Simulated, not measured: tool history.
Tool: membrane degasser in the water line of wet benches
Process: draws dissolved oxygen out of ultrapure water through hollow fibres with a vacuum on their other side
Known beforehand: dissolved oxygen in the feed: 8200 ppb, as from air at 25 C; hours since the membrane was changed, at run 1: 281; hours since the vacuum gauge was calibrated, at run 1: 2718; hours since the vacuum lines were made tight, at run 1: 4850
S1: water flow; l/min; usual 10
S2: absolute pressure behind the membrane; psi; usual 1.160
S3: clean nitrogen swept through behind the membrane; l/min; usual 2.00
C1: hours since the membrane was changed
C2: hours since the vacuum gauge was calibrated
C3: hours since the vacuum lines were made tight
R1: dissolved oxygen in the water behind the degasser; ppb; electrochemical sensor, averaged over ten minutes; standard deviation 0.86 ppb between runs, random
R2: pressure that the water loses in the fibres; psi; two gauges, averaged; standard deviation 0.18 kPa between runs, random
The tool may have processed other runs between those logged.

run 1 hour=0.0 | S1=10 S2=1.160 S3=2.00 | C1=281 C2=2718 C3=4850 | R1=80.3 R2=5.055
run 2 hour=96.5 | S1=10 S2=1.160 S3=1.36 | C1=378 C2=2814 C3=4947 | R1=107.6 R2=5.044
run 3 hour=232.3 | S1=10 S2=1.160 S3=1.36 | C1=513 C2=2950 C3=5082 | R1=104.9 R2=5.044
run 4 hour=431.4 | S1=10 S2=1.160 S3=2.00 | C1=712 C2=3149 C3=5281 | R1=82.1 R2=5.039
-- hour=553.9 vacuum gauge calibrated
run 5 hour=560.4 | S1=10 S2=1.160 S3=2.00 | C1=841 C2=7 C3=5410 | R1=79.9 R2=5.088
run 6 hour=712.4 | S1=10 S2=1.166 S3=2.00 | C1=993 C2=158 C3=5562 | R1=81.4 R2=5.065
run 7 hour=819.1 | S1=10 S2=1.166 S3=2.00 | C1=1100 C2=265 C3=5669 | R1=81.5 R2=5.046
run 8 hour=932.0 | S1=10 S2=1.166 S3=2.00 | C1=1213 C2=378 C3=5782 | R1=81.3 R2=5.069
run 9 hour=1131.6 | S1=10 S2=1.166 S3=2.00 | C1=1412 C2=578 C3=5981 | R1=82.4 R2=5.098
run 10 hour=1326.5 | S1=10 S2=1.160 S3=2.00 | C1=1607 C2=773 C3=6176 | R1=80.2 R2=5.060
run 11 hour=1418.0 | S1=10 S2=1.160 S3=2.00 | C1=1699 C2=864 C3=6268 | R1=80.4 R2=5.008
run 12 hour=1642.1 | S1=10 S2=1.160 S3=2.71 | C1=1923 C2=1088 C3=6492 | R1=66.1 R2=5.017
run 13 hour=1870.4 | S1=10 S2=1.160 S3=2.71 | C1=2151 C2=1317 C3=6720 | R1=66.5 R2=5.040
run 14 hour=1972.7 | S1=10 S2=1.160 S3=2.71 | C1=2253 C2=1419 C3=6822 | R1=66.4 R2=5.007
run 15 hour=2136.8 | S1=12 S2=0.957 S3=1.08 | C1=2417 C2=1583 C3=6986 | R1=118.4 R2=6.041
run 16 hour=2276.1 | S1=12 S2=0.957 S3=1.08 | C1=2557 C2=1722 C3=7126 | R1=119.2 R2=6.068
run 17 hour=2448.0 | S1=12 S2=0.957 S3=1.08 | C1=2729 C2=1894 C3=7298 | R1=119.7 R2=6.092

Run 18, settings as shown, results not yet in. Your forecast:
run 18 hour=2588.1 | S1=16 S2=1.160 S3=4.90 | C1=2869 C2=2034 C3=7438 | R1=? R2=?

Run 18 measured R1 91.6 ppb, R2 8.121 psi.
If the tool had no hidden condition, the same run with the same run-to-run variation would have returned R1 91.4 ppb, R2 8.118 psi.
